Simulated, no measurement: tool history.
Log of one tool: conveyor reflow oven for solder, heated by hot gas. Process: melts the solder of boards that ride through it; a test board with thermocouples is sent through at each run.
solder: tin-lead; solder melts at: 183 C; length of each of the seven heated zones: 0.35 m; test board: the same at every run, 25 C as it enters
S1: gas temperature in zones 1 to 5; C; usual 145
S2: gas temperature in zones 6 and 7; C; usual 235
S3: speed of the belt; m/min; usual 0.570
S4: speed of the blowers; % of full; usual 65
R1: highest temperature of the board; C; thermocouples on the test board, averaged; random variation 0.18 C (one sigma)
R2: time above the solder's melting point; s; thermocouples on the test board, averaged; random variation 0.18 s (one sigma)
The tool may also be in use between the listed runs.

run	hour	S1	S2	S3	S4	R1	R2
1	0.0	145	235	0.570	65	215.4	55.8
2	53.6	145	235	0.570	65	215.4	55.4
# hour 62.2: belt drive overhauled, speed set with a stopwatch
3	120.5	145	235	0.570	65	214.7	54.5
4	169.2	145	235	0.570	65	214.6	54.2
# hour 213.9: flux residue cleaned out of gas plates and filters
5	221.7	145	235	0.570	65	217.4	57.1
6	273.6	145	235	0.570	65	217.1	57.0
7	331.4	145	235	0.570	65	217.0	56.9
8	386.5	145	235	0.570	65	217.1	56.9
9	423.0	145	235	0.570	65	216.8	56.7
10	449.3	145	235	0.570	74	219.1	58.6
11	479.0	145	223	0.570	53	204.2	43.7
12	536.8	145	223	0.570	53	204.0	43.4
13	584.0	159	231	0.662	53	208.3	45.8
14	639.4	147	238	0.630	89	221.0	54.7
15	674.8	147	238	0.630	89	220.6	54.8
16	729.9	147	238	0.630	89	220.8	54.5
# hour 792.4: flux residue cleaned out of gas plates and filters
17	795.0	141	241	0.587	59	220.2	55.7
18	853.5	147	227	0.568	59	210.9	52.7
19	907.0	145	243	0.570	53	221.5	60.2

Measured less the same run without the tool's hidden state. The same run-to-run variation is in both; the gauge's scatter may not be:
The hidden state here: heat that the gas passes to the board, % of a clean oven's; belt's true speed, % of the reading; true gas temperature in zones 6 and 7 over the reading, C; drift of the gauge itself on peak_c, C; drift of the gauge itself on liquid_s, %.
run	R1	R2
1	-1.0	-0.6
2	-1.1	-0.7
3	-1.6	-1.9
4	-1.7	-2.0
5	+1.0	+0.7
6	+0.9	+0.6
7	+0.8	+0.5
8	+0.7	+0.5
9	+0.6	+0.4
10	+0.6	+0.3
11	+0.7	+0.5
12	+0.5	+0.3
13	+0.2	-0.1
14	-0.2	-0.2
15	-0.3	-0.3
16	-0.4	-0.4
17	+2.2	+1.9
18	+2.1	+2.2
19	+2.0	+1.8

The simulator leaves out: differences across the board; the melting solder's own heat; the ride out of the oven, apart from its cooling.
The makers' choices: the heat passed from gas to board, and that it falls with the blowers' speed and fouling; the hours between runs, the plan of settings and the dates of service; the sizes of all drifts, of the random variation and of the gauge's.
